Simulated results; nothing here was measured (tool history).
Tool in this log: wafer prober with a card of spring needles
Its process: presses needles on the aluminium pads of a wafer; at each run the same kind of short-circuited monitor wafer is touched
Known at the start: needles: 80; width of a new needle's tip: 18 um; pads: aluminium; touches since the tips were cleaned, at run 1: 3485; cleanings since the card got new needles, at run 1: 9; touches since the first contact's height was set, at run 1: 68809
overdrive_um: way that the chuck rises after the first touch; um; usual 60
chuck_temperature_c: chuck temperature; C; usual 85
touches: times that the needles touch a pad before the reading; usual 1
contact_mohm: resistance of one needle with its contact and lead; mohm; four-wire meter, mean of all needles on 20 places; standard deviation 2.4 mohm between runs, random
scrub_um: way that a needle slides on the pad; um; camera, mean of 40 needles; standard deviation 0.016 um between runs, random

run,hour,overdrive_um,chuck_temperature_c,touches,touches since the tips were cleaned,cleanings since the card got new needles,touches since the first contact's height was set,contact_mohm,scrub_um
1,0,60,85,1,3485,9,68809,305,8.98
# hour 5.9: tips cleaned on abrasive film
2,10.7,60,85,1,2646,10,74579,339,8.91
# hour 18: tips cleaned on abrasive film
3,21.6,60,50,1,1953,11,80446,285,8.9
4,27.8,61,50,1,5324,11,83817,305,9.07
# hour 30.2: tips cleaned on abrasive film
5,38.3,61,50,1,4389,12,89441,302,9.04
# hour 42.2: tips cleaned on abrasive film
6,46.2,61,50,1,2138,13,93677,286,9.05
7,53.8,61,50,1,6281,13,97820,311,9.02
# hour 54.5: tips cleaned on abrasive film, once more
8,61.6,61,50,1,3866,14,101995,297,9.04
# hour 66.9: tips cleaned on abrasive film
9,72.3,60,85,1,2940,15,107748,304,8.84
# hour 79.2: tips cleaned on abrasive film
10,83.1,60,85,1,2116,16,113564,292,8.81
# hour 91.6: tips cleaned on abrasive film
11,94.3,60,90,1,1494,17,119627,289,8.84
# hour 104.1: tips cleaned on abrasive film
# hour 104.4: height of the first contact set anew
12,105.7,60,30,1,680,18,680,267,9.09
13,110.6,60,30,1,3375,18,3375,283,9.07
14,115.7,60,85,1,6139,18,6139,314,9.1
# hour 116.8: tips cleaned on abrasive film
15,127,60,85,1,5497,19,12186,315,9.06
# hour 128.9: tips cleaned on abrasive film
16,135.2,60,111,1,3423,20,16633,307,9.06
# hour 141.4: tips cleaned on abrasive film
17,145.8,46,111,2,2398,21,22327,308,6.92
# hour 153.5: tips cleaned on abrasive film
18,154.3,51,111,2,463,22,26884,291,7.65
19,163.9,51,111,2,5673,22,32094,317,7.64
# hour 165.7: tips cleaned on abrasive film
20,174.3,51,111,2,4704,23,37709,314,7.64
# hour 178.1: tips cleaned on abrasive film
21,183.3,51,63,1,2857,24,42537,311,7.63
# hour 190.6: tips cleaned on abrasive film
22,194.5,51,50,1,2110,25,48550,302,7.64
23,200.1,51,50,1,5175,25,51615,328,7.63
# hour 202.9: tips cleaned on abrasive film
24,205.2,52,84,1,1200,26,54299,296,7.77
# hour 215.5: tips cleaned on abrasive film
25,215.9,52,84,1,197,27,60066,282,7.75
26,220.9,56,26,1,2917,27,62786,297,8.37
# hour 227.7: tips cleaned on abrasive film
27,228.7,60,112,3,514,28,66976,279,8.93
28,234.4,60,112,3,3608,28,70070,289,8.94
# hour 240.4: tips cleaned on abrasive film
29,245.1,60,112,3,2572,29,75836,288,8.94
# hour 252.5: tips cleaned on abrasive film
30,253.9,60,62,3,786,30,80592,270,8.89
31,263.7,60,62,3,6084,30,85890,279,8.91
# hour 265.3: tips cleaned on abrasive film
32,273.3,60,62,3,4334,31,91037,274,8.9

3 options for the next run, each taken on its own from the tool as it stands now. Forecast them:
# hour 277.4: tips cleaned on abrasive film
A,278.4,78,100,1,540,32,93759,?,?
# hour 277.4: tips cleaned on abrasive film
B,278.4,40,26,2,540,32,93759,?,?
# hour 277.4: tips cleaned on abrasive film
C,278.4,78,37,1,540,32,93759,?,?

run,contact_mohm,scrub_um
A,279,11.62
B,284,5.84
C,260,11.62
The same runs, with their run-to-run variation unchanged, on a tool lacking any hidden condition would have given:
run,contact_mohm,scrub_um
A,270,11.82
B,263,6.04
C,250,11.82

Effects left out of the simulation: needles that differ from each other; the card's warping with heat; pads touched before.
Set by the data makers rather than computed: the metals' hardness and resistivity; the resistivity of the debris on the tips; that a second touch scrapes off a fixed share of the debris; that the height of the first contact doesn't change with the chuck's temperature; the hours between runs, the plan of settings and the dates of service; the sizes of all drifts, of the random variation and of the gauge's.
